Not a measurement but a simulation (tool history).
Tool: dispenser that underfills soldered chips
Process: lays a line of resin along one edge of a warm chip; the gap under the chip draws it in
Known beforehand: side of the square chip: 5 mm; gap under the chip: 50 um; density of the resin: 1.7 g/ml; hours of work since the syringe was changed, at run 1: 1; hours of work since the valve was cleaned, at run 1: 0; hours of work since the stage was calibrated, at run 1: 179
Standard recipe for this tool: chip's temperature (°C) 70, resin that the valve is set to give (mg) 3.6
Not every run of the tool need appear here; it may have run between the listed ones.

run	hour	chip's temperature (°C)	resin that the valve is set to give (mg)	hours of work since the syringe was changed	hours of work since the valve was cleaned	hours of work since the stage was calibrated	time until the resin shows at the far edge (s)	resin that the valve gave (mg)
1	0	70	3.6	1	0	179	26.2	3.602
2	7.1	70	3.6	6	4	183	37.1	3.581
# hour 15.2: new syringe of resin
3	15.8	70	3.6	0	10	189	24.6	3.591
4	26.6	67	3.6	7	16	195	45.9	3.566
# hour 33.4: new syringe of resin
5	37.4	70	3.6	2	23	202	29	3.561
6	44.1	82	4.6	7	27	206	20.9	4.527
# hour 51: new syringe of resin
7	52.8	82	4.6	1	33	211	13.6	4.513
8	61.3	69	4.6	6	38	217	38.2	4.497
# hour 69.2: new syringe of resin
9	71	85	3.42	1	44	223	12	3.338
10	82.7	60	4.15	9	51	230	74.3	4.058

Here are 5 independent what-if runs from the current tool condition. What would each one return?
# hour 87.6: new syringe of resin
A	92.1	59	3.77	3	57	236	?	?
# hour 87.6: new syringe of resin
B	92.1	69	4.4	3	57	236	?	?
# hour 87.6: new syringe of resin
C	92.1	74	3.27	3	57	236	?	?
# hour 87.6: new syringe of resin
D	92.1	72	3.21	3	57	236	?	?
# hour 87.6: new syringe of resin
E	92.1	65	3.24	3	57	236	?	?

run	time until the resin shows at the far edge (s)	resin that the valve gave (mg)
A	54.6	3.672
B	31.5	4.274
C	24.6	3.177
D	26.8	3.141
E	40.1	3.158
With the hidden condition removed and each run's random variation left untouched, the same runs would have given:
run	time until the resin shows at the far edge (s)	resin that the valve gave (mg)
A	48.9	3.774
B	28.1	4.392
C	21.8	3.265
D	23.7	3.228
E	35.7	3.245
